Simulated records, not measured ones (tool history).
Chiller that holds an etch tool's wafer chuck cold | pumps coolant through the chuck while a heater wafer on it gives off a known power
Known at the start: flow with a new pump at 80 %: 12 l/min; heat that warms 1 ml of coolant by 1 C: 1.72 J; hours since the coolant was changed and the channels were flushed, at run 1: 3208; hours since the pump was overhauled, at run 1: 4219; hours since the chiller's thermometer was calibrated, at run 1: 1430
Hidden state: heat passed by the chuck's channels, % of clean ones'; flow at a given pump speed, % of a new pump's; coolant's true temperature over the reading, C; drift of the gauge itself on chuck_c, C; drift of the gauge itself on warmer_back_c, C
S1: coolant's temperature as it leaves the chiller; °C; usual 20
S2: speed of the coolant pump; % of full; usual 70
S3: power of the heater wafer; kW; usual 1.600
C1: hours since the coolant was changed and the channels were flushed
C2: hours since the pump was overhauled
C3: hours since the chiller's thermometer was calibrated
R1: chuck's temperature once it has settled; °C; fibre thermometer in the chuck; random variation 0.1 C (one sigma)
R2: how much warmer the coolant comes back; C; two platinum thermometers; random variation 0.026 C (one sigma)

run	day	S1	S2	S3	C1	C2	C3	R1	R2
1	0.000	20	70	1.600	3208	4219	1430	41.6	5.32
2	6.467	20	70	1.600	3363	4374	1585	41.5	5.33
3	14.929	20	70	1.600	3566	4577	1789	41.5	5.38
4	18.871	20	70	1.600	3661	4671	1883	41.6	5.32
5	23.229	20	70	1.600	3765	4776	1988	41.6	5.31
6	31.538	20	70	1.600	3965	4975	2187	41.4	5.32
7	38.733	20	70	1.600	4137	5148	2360	41.6	5.27
8	48.042	20	70	1.600	4361	5371	2583	41.5	5.37
9	57.042	20	70	1.600	4577	5587	2799	41.5	5.31
10	64.146	20	70	1.600	4747	5758	2970	41.6	5.31
11	69.442	20	79	1.600	4874	5885	3097	39.8	4.71
12	79.088	13	80	1.664	5106	6117	3328	33.6	4.82
13	85.692	13	80	1.664	5264	6275	3487	33.6	4.84
# day 88.654: chiller's thermometer calibrated
14	89.967	13	89	1.795	5366	6377	31	33.7	4.68
15	96.762	22	95	1.220	5529	6540	195	35.7	2.94
16	104.467	17	95	1.065	5714	6725	379	28.9	2.56
17	108.808	12	63	1.343	5818	6829	484	31.3	4.97
18	114.529	12	93	1.343	5955	6966	621	27.1	3.37
19	123.608	14	93	1.722	6173	7184	839	33.4	4.29
20	128.325	14	66	1.405	6286	7297	952	33.7	4.98
21	136.708	20	66	1.013	6488	7499	1153	34.3	3.60

Hidden state at the last listed run before each entry between runs and at the first one after, where it differs:
Between runs 13 and 14: chiller's thermometer calibrated (day 88.654)
  heat passed by the chuck's channels, % of clean ones': 100 -> 99.9

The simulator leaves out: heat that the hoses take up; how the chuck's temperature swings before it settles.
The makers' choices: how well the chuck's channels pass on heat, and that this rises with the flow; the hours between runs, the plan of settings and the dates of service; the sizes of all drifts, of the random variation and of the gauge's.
